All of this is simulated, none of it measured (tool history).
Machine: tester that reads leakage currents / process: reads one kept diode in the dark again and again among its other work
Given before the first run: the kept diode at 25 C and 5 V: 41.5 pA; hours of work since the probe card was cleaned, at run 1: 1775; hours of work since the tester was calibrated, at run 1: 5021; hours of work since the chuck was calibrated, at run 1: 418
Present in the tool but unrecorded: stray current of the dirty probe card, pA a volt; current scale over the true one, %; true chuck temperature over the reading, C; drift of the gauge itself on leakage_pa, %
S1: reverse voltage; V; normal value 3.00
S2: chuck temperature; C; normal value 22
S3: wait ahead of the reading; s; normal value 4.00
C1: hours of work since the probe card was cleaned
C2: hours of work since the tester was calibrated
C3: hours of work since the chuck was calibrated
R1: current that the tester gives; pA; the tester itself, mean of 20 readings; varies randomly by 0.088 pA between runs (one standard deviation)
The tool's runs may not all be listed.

Run 1, hour 0.0: usual settings; C1 1775; C2 5021; C3 418. Result: R1 32.62 pA.
Run 2, hour 247.7: usual settings; C1 1959; C2 5205; C3 602. Result: R1 34.50 pA.
Run 3, hour 378.2: usual settings but S1 2.15 V; C1 2056; C2 5302; C3 699. Result: R1 29.07 pA.
At hour 463.6: tester calibrated.
At hour 508.8: probe card cleaned and baked.
At hour 510.8: chuck's temperature calibrated.
Run 4, hour 577.4: usual settings but S1 2.15 V, S3 3.17 s; C1 50; C2 81; C3 50. Result: R1 26.24 pA.
Run 5, hour 843.2: usual settings but S1 2.15 V, S3 3.17 s; C1 247; C2 279; C3 247. Result: R1 27.67 pA.
Run 6, hour 1058.5: usual settings but S1 5.37 V; C1 407; C2 439; C3 407. Result: R1 50.78 pA.
Run 7, hour 1296.3: usual settings but S1 5.37 V, S3 1.83 s; C1 584; C2 616; C3 584. Result: R1 53.49 pA.
Run 8, hour 1439.8: usual settings but S1 1.56 V; C1 691; C2 722; C3 691. Result: R1 25.44 pA.
At hour 1577.9: chuck's temperature calibrated.
Run 9, hour 1620.0: usual settings but S1 1.56 V, S3 1.97 s; C1 823; C2 855; C3 31. Result: R1 22.71 pA.
Run 10, hour 1803.1: usual settings but S1 9.00 V, S3 1.79 s; C1 960; C2 991; C3 168. Result: R1 72.75 pA.
At hour 1918.6: probe card cleaned and baked, once more.
Run 11, hour 1973.7: usual settings but S1 9.00 V, S3 1.79 s; C1 41; C2 1116; C3 292. Result: R1 45.17 pA.
Run 12, hour 2209.5: usual settings but S1 9.00 V, S2 60 C, S3 2.28 s; C1 216; C2 1291; C3 468. Result: R1 1282.44 pA.
Run 13, hour 2396.3: usual settings but S1 18.55 V, S2 55 C; C1 355; C2 1430; C3 606. Result: R1 1277.23 pA.

Alternative continuations, all from the tool just after run 13; predict every row:
At hour 2644.7: chuck's temperature calibrated.
Run A, hour 2685.9: usual settings but S1 8.67 V, S2 55 C; C1 569; C2 1644; C3 31. Result: R1 ?.
At hour 2644.7: chuck's temperature calibrated.
Run B, hour 2685.9: usual settings but S1 18.55 V, S2 27 C; C1 569; C2 1644; C3 31. Result: R1 ?.
At hour 2644.7: chuck's temperature calibrated.
Run C, hour 2685.9: usual settings but S1 2.47 V, S2 37 C; C1 569; C2 1644; C3 31. Result: R1 ?.
At hour 2644.7: chuck's temperature calibrated.
Run D, hour 2685.9: usual settings but S1 1.46 V, S2 30 C, S3 7.00 s; C1 569; C2 1644; C3 31. Result: R1 ?.

run      R1
  A  788.21
  B  106.63
  C   92.73
  D   37.89
Take away the tool's hidden state, keep each run's random variation, and the runs would have read:
run      R1
  A  775.97
  B   96.26
  C   90.54
  D   36.77
